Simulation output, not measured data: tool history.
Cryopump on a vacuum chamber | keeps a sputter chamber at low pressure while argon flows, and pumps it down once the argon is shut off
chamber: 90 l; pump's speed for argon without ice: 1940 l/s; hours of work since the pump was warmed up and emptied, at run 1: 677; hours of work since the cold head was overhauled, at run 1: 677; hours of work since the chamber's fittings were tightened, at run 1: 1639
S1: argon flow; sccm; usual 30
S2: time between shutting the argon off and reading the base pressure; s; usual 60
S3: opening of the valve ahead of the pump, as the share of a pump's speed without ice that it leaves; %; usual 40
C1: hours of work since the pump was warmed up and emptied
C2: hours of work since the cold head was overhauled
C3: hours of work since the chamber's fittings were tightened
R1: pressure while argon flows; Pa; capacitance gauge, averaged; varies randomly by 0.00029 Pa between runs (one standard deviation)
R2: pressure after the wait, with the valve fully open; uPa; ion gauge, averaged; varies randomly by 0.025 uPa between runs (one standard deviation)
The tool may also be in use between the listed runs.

run   hour  S1   S2  S3   C1    C2    C3      R1    R2
  1      0  30   60  40  677   677  1639  0.0686  1.95
  2   42.1  15   60  40  697   697  1659  0.0341  2.01
  3     85  30   60  34  718   718  1680  0.0795  1.96
  4  137.9  30   60  34  743   743  1705  0.0803  1.98
  5  174.7  30   60  34  761   761  1723  0.0799  2.01
  6  234.2  30   60  34  790   790  1752  0.0803     2
  7  301.3  30  253  40  822   822  1784  0.0691  1.45
  8  354.8  30   60  40  848   848  1810  0.0694  2.04
  9  397.9  30   60  38  869   869  1831  0.0729  2.14
     427.6  -- pump warmed up, emptied and cooled again
 10  466.1  30   60  40   19   899  1861  0.0661     2
     505.1  -- leaking fittings of the chamber tightened, without venting
 11    556  30   60  40   61   942    25  0.0657  1.01
 12  619.7  30   60  40   92   972    55  0.0658  1.05
 13  655.9  30   60  40  109   990    73  0.0665  1.03
 14  718.4  48   60  40  139  1020   103  0.1061  1.06

Forecast run 15:
 15  793.2  18  121  17  175  1056  139   ?   ?

{"run 15": {"R1": 0.0933, "R2": 0.64}}
Without the tool's hidden state the same run would have given R1 0.0925 Pa, R2 0.53 uPa.
